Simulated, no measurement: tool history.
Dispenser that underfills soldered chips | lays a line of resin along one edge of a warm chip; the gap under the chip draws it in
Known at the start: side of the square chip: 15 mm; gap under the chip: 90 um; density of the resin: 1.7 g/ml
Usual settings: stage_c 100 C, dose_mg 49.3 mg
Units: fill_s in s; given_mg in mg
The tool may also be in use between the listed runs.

run	hour	stage_c	dose_mg	fill_s	given_mg
1	0.0	100	49.3	283.8	48.53
2	5.4	100	49.3	184.6	48.42
3	12.9	100	49.3	267.7	48.13
4	19.3	100	49.3	186.0	48.47
5	26.8	112	49.3	156.5	49.13
6	37.8	100	49.3	217.7	48.87
7	45.5	100	49.3	309.8	48.94
8	56.0	100	49.3	253.8	48.62
9	63.5	100	49.3	191.3	48.64
10	74.9	100	49.3	326.0	48.57
11	85.3	100	49.3	273.7	48.49
12	94.9	100	45.0	219.9	44.07
13	102.3	100	49.3	297.3	48.37
14	107.6	100	48.2	195.0	47.10
15	112.7	100	52.4	242.7	51.20
16	121.6	100	43.0	186.3	43.09
17	130.3	100	43.0	283.1	43.14
18	137.6	100	43.0	201.9	43.03
19	146.6	100	43.0	302.3	43.02
20	153.9	108	43.0	161.6	42.76
21	161.4	92	58.1	418.2	57.86
22	168.3	102	48.7	198.6	47.95
23	179.2	102	48.7	169.8	48.20
24	190.7	102	48.7	286.1	48.02
25	197.9	99	62.7	216.9	61.57
26	203.0	99	62.7	285.6	61.47
27	209.6	99	62.7	195.5	61.24
28	215.5	109	43.1	187.5	42.23
29	227.2	111	51.8	132.9	51.64
30	232.5	111	51.8	179.1	51.78
31	238.5	111	51.8	116.8	51.67
32	247.3	114	53.5	153.8	53.23
33	257.4	109	50.3	153.1	50.04
34	268.6	109	50.3	134.9	49.79
35	273.5	109	50.3	168.8	49.70

Taken out of this log: 22 entries between the listed runs. Where each belongs, and how the hidden state differs across it:
Between runs 1 and 2: new syringe of resin (hour 4.2)
  resin's viscosity, % of fresh resin's: 159.3 -> 105.5; dose that the valve gives, % of what is set: 98.19 -> 98.06; true chip temperature over the reading, C: -0.12 -> -0.1
  measured less the result without the state, fill_s: +107.0 -> +11.0 s; given_mg: -0.89 -> -0.96 mg
Between runs 3 and 4: new syringe of resin (hour 18.4)
  resin's viscosity, % of fresh resin's: 149.5 -> 103; dose that the valve gives, % of what is set: 97.88 -> 97.74; true chip temperature over the reading, C: -0.08 -> -0.07
  measured less the result without the state, fill_s: +90.0 -> +6.7 s; given_mg: -1.04 -> -1.12 mg
Between runs 4 and 5: dispensing valve cleaned and set on the balance (hour 21.7)
  resin's viscosity, % of fresh resin's: 103 -> 139.3; dose that the valve gives, % of what is set: 97.74 -> 99.73; true chip temperature over the reading, C: -0.07 -> -0.05
  measured less the result without the state, fill_s: +6.7 -> +44.4 s; given_mg: -1.12 -> -0.13 mg
Between runs 5 and 6: new syringe of resin (hour 33.5)
  resin's viscosity, % of fresh resin's: 139.3 -> 123.1; dose that the valve gives, % of what is set: 99.73 -> 99.47; true chip temperature over the reading, C: -0.05 -> -0.02
  measured less the result without the state, fill_s: +44.4 -> +41.1 s; given_mg: -0.13 -> -0.26 mg
Between runs 7 and 8: new syringe of resin (hour 48.0)
  resin's viscosity, % of fresh resin's: 175.4 -> 145.6; dose that the valve gives, % of what is set: 99.26 -> 98.98; true chip temperature over the reading, C: 0.01 -> 0.04
  measured less the result without the state, fill_s: +133.7 -> +79.6 s; given_mg: -0.36 -> -0.50 mg
Between runs 8 and 9: new syringe of resin (hour 62.1)
  resin's viscosity, % of fresh resin's: 145.6 -> 108.1; dose that the valve gives, % of what is set: 98.98 -> 98.81; true chip temperature over the reading, C: 0.04 -> 0.06
  measured less the result without the state, fill_s: +79.6 -> +14.4 s; given_mg: -0.50 -> -0.58 mg
Between runs 10 and 11: new syringe of resin (hour 76.0)
  resin's viscosity, % of fresh resin's: 183.4 -> 153.6; dose that the valve gives, % of what is set: 98.52 -> 98.26; true chip temperature over the reading, C: 0.1 -> 0.13
  measured less the result without the state, fill_s: +148.0 -> +95.2 s; given_mg: -0.73 -> -0.86 mg
Between runs 11 and 12: new syringe of resin (hour 90.8)
  resin's viscosity, % of fresh resin's: 153.6 -> 120.9; dose that the valve gives, % of what is set: 98.26 -> 98; true chip temperature over the reading, C: 0.13 -> 0.15
  measured less the result without the state, fill_s: +95.2 -> +38.1 s; given_mg: -0.86 -> -0.89 mg
Between runs 13 and 14: new syringe of resin (hour 105.4)
  resin's viscosity, % of fresh resin's: 170.5 -> 110; dose that the valve gives, % of what is set: 97.82 -> 97.7; true chip temperature over the reading, C: 0.17 -> 0.19
  measured less the result without the state, fill_s: +122.3 -> +17.2 s; given_mg: -1.07 -> -1.11 mg
Between runs 15 and 16: dispensing valve cleaned and set on the balance (hour 119.9); new syringe of resin (hour 120.8)
  resin's viscosity, % of fresh resin's: 139.3 -> 104.2; dose that the valve gives, % of what is set: 97.57 -> 100.28; true chip temperature over the reading, C: 0.2 -> 0.22
  measured less the result without the state, fill_s: +67.7 -> +5.7 s; given_mg: -1.28 -> +0.12 mg
Between runs 17 and 18: new syringe of resin (hour 135.3)
  resin's viscosity, % of fresh resin's: 156.3 -> 110.2; dose that the valve gives, % of what is set: 100.04 -> 99.86; true chip temperature over the reading, C: 0.25 -> 0.27
  measured less the result without the state, fill_s: +100.4 -> +16.7 s; given_mg: +0.02 -> -0.06 mg
Between runs 19 and 20: new syringe of resin (hour 149.3)
  resin's viscosity, % of fresh resin's: 166.5 -> 121.2; dose that the valve gives, % of what is set: 99.6 -> 99.42; true chip temperature over the reading, C: 0.29 -> 0.31
  measured less the result without the state, fill_s: +118.9 -> +27.0 s; given_mg: -0.17 -> -0.25 mg
Between runs 21 and 22: new syringe of resin (hour 163.5)
  resin's viscosity, % of fresh resin's: 172.2 -> 125.1; dose that the valve gives, % of what is set: 99.22 -> 99.03; true chip temperature over the reading, C: 0.33 -> 0.35
  measured less the result without the state, fill_s: +171.9 -> +38.0 s; given_mg: -0.45 -> -0.46 mg
Between runs 22 and 23: new syringe of resin (hour 178.0)
  resin's viscosity, % of fresh resin's: 125.1 -> 104.5; dose that the valve gives, % of what is set: 99.03 -> 98.74; true chip temperature over the reading, C: 0.35 -> 0.38
  measured less the result without the state, fill_s: +38.0 -> +5.2 s; given_mg: -0.46 -> -0.62 mg
Between runs 24 and 25: new syringe of resin (hour 192.8)
  resin's viscosity, % of fresh resin's: 178.4 -> 125.9; dose that the valve gives, % of what is set: 98.44 -> 98.26; true chip temperature over the reading, C: 0.41 -> 0.43
  measured less the result without the state, fill_s: +123.7 -> +41.7 s; given_mg: -0.76 -> -1.09 mg
Between runs 26 and 27: new syringe of resin (hour 207.2)
  resin's viscosity, % of fresh resin's: 159.5 -> 112.4; dose that the valve gives, % of what is set: 98.14 -> 97.96; true chip temperature over the reading, C: 0.45 -> 0.47
  measured less the result without the state, fill_s: +103.5 -> +18.4 s; given_mg: -1.17 -> -1.28 mg
Between runs 28 and 29: dispensing valve cleaned and set on the balance (hour 218.8); new syringe of resin (hour 222.7)
  resin's viscosity, % of fresh resin's: 148.2 -> 122.5; dose that the valve gives, % of what is set: 97.81 -> 100.04; true chip temperature over the reading, C: 0.48 -> 0.51
  measured less the result without the state, fill_s: +59.6 -> +22.3 s; given_mg: -0.95 -> +0.02 mg
Between runs 30 and 31: new syringe of resin (hour 237.5)
  resin's viscosity, % of fresh resin's: 156.6 -> 104.9; dose that the valve gives, % of what is set: 99.89 -> 99.75; true chip temperature over the reading, C: 0.53 -> 0.55
  measured less the result without the state, fill_s: +62.4 -> +3.1 s; given_mg: -0.05 -> -0.13 mg
Between runs 32 and 33: new syringe of resin (hour 251.8)
  resin's viscosity, % of fresh resin's: 157.8 -> 127.5; dose that the valve gives, % of what is set: 99.54 -> 99.28; true chip temperature over the reading, C: 0.57 -> 0.6
  measured less the result without the state, fill_s: +54.4 -> +30.3 s; given_mg: -0.25 -> -0.36 mg
Between runs 33 and 34: new syringe of resin (hour 266.3)
  resin's viscosity, % of fresh resin's: 127.5 -> 112.1; dose that the valve gives, % of what is set: 99.28 -> 98.97; true chip temperature over the reading, C: 0.6 -> 0.63
  measured less the result without the state, fill_s: +30.3 -> +11.9 s; given_mg: -0.36 -> -0.51 mg
